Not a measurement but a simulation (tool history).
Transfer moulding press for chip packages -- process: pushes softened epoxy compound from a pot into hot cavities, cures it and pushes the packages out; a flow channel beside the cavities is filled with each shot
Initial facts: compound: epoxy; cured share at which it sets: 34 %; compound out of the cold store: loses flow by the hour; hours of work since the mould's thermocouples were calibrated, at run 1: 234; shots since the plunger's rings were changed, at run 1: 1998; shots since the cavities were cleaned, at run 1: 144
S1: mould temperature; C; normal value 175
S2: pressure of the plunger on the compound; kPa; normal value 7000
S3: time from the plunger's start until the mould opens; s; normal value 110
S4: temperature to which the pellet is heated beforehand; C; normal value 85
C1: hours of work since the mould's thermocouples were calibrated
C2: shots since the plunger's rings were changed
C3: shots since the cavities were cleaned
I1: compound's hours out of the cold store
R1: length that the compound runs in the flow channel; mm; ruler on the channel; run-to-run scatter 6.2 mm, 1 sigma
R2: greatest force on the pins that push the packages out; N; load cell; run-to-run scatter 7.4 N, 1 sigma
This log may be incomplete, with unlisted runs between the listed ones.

run	day	S1	S2	S3	S4	C1	C2	C3	I1	R1	R2
1	0.000	175	7000	110	85	234	1998	144	43.4	617	406
# day 1.929: cavities cleaned with cleaning compound and waxed
2	1.929	175	7000	110	78	257	2389	0	22.1	685	308
3	3.042	175	7000	110	85	271	2621	232	31.5	657	449
# day 4.575: cavities cleaned with cleaning compound and waxed
4	4.912	175	7000	110	85	293	2998	70	32.2	636	352
5	6.312	175	7000	110	85	310	3292	364	41.0	616	502
# day 7.088: cavities cleaned with cleaning compound and waxed
6	8.788	175	7000	110	85	340	3795	355	41.7	612	496
# day 9.600: cavities cleaned with cleaning compound and waxed
7	10.883	175	7000	110	85	365	4220	268	46.5	577	445
# day 11.121: mould's thermocouples calibrated
# day 12.125: cavities cleaned with cleaning compound and waxed
8	12.829	175	7000	110	85	20	4596	147	16.4	673	396
# day 14.654: cavities cleaned with cleaning compound and waxed
# day 14.912: plunger's sealing rings changed
9	14.988	175	7000	110	85	45	15	48	26.1	691	365
10	16.146	172	6530	140	85	59	257	290	10.2	734	454
# day 17.342: cavities cleaned with cleaning compound and waxed
11	18.225	172	6530	140	85	84	679	185	12.5	714	418
# day 19.788: cavities cleaned with cleaning compound and waxed
12	20.929	181	6530	140	85	116	1231	239	42.3	586	423
# day 21.146: mould's thermocouples calibrated, once more
# day 22.492: cavities cleaned with cleaning compound and waxed
13	22.621	181	6530	140	85	17	1553	27	23.2	645	309

Estimate the outcome of run 14 from the log above:
# day 24.979: cavities cleaned with cleaning compound and waxed
14	24.992	181	6530	140	85	46	2036	3	33.7	?	?

R1: 606 mm
R2: 291 N
With no hidden state in the tool, this same run would have given R1 629 mm, R2 285 N.

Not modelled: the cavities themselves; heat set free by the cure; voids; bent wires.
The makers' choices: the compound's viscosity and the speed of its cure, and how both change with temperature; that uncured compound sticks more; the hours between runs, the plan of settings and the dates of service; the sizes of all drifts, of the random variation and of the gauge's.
